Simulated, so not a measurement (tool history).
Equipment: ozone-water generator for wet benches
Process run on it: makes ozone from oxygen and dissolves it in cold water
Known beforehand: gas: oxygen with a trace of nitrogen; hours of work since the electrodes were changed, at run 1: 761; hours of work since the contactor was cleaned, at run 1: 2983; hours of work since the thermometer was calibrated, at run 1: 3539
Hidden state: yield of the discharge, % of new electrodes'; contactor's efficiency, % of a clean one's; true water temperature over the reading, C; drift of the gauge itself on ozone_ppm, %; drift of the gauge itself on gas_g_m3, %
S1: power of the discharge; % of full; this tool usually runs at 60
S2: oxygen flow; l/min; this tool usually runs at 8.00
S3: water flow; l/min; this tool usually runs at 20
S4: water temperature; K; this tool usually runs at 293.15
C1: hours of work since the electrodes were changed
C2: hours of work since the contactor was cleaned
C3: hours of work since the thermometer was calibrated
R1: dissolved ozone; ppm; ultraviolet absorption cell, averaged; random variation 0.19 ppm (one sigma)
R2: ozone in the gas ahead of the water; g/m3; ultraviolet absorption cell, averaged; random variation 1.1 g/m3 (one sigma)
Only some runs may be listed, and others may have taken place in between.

| run | hour | S1 | S2 | S3 | S4 | C1 | C2 | C3 | R1 | R2 |
|---|---|---|---|---|---|---|---|---|---|---|
| 1 | 0.0 | 60 | 8.00 | 20 | 293.15 | 761 | 2983 | 3539 | 24.1 | 198.8 |
| 2 | 24.6 | 60 | 8.00 | 20 | 293.15 | 777 | 2999 | 3555 | 24.2 | 198.9 |
| 3 | 53.3 | 60 | 8.00 | 20 | 293.15 | 795 | 3018 | 3574 | 23.9 | 198.8 |
| 4 | 72.0 | 60 | 8.46 | 20 | 293.15 | 808 | 3030 | 3586 | 24.1 | 194.3 |
| 5 | 95.4 | 60 | 8.46 | 20 | 293.15 | 823 | 3046 | 3601 | 24.0 | 196.6 |
| 6 | 110.0 | 60 | 8.00 | 12 | 293.15 | 832 | 3055 | 3611 | 34.7 | 199.9 |
| 7 | 143.3 | 60 | 8.00 | 20 | 293.15 | 854 | 3077 | 3633 | 24.0 | 198.6 |
| 8 | 168.7 | 60 | 8.00 | 20 | 293.15 | 871 | 3093 | 3649 | 24.0 | 197.5 |
| 9 | 195.8 | 60 | 6.37 | 28 | 293.15 | 888 | 3111 | 3667 | 17.2 | 217.8 |
| 10 | 220.4 | 60 | 14.35 | 20 | 293.15 | 904 | 3127 | 3683 | 23.6 | 156.1 |
| 11 | 242.4 | 60 | 14.35 | 21 | 299.15 | 919 | 3141 | 3697 | 20.0 | 157.4 |
|  | 260.3 | water thermometer calibrated |
| 12 | 274.3 | 60 | 8.00 | 13 | 292.15 | 939 | 3162 | 9 | 33.8 | 198.6 |
| 13 | 294.4 | 60 | 11.16 | 13 | 289.15 | 952 | 3175 | 22 | 34.7 | 173.6 |
| 14 | 328.0 | 42 | 7.80 | 31 | 293.15 | 974 | 3197 | 44 | 12.9 | 160.8 |
| 15 | 345.6 | 42 | 7.02 | 14 | 293.15 | 986 | 3208 | 56 | 25.4 | 170.2 |

For run 16, what comes out?
| 16 | 370.4 | 73 | 8.00 | 29 | 297.15 | 1002 | 3225 | 72 | ? | ? |

{"run 16": {"R1": 18.1, "R2": 223.7}}
With the hidden condition absent and the run-to-run variation left alone, this run would have shown R1 20.2 ppm, R2 228.0 g/m3.

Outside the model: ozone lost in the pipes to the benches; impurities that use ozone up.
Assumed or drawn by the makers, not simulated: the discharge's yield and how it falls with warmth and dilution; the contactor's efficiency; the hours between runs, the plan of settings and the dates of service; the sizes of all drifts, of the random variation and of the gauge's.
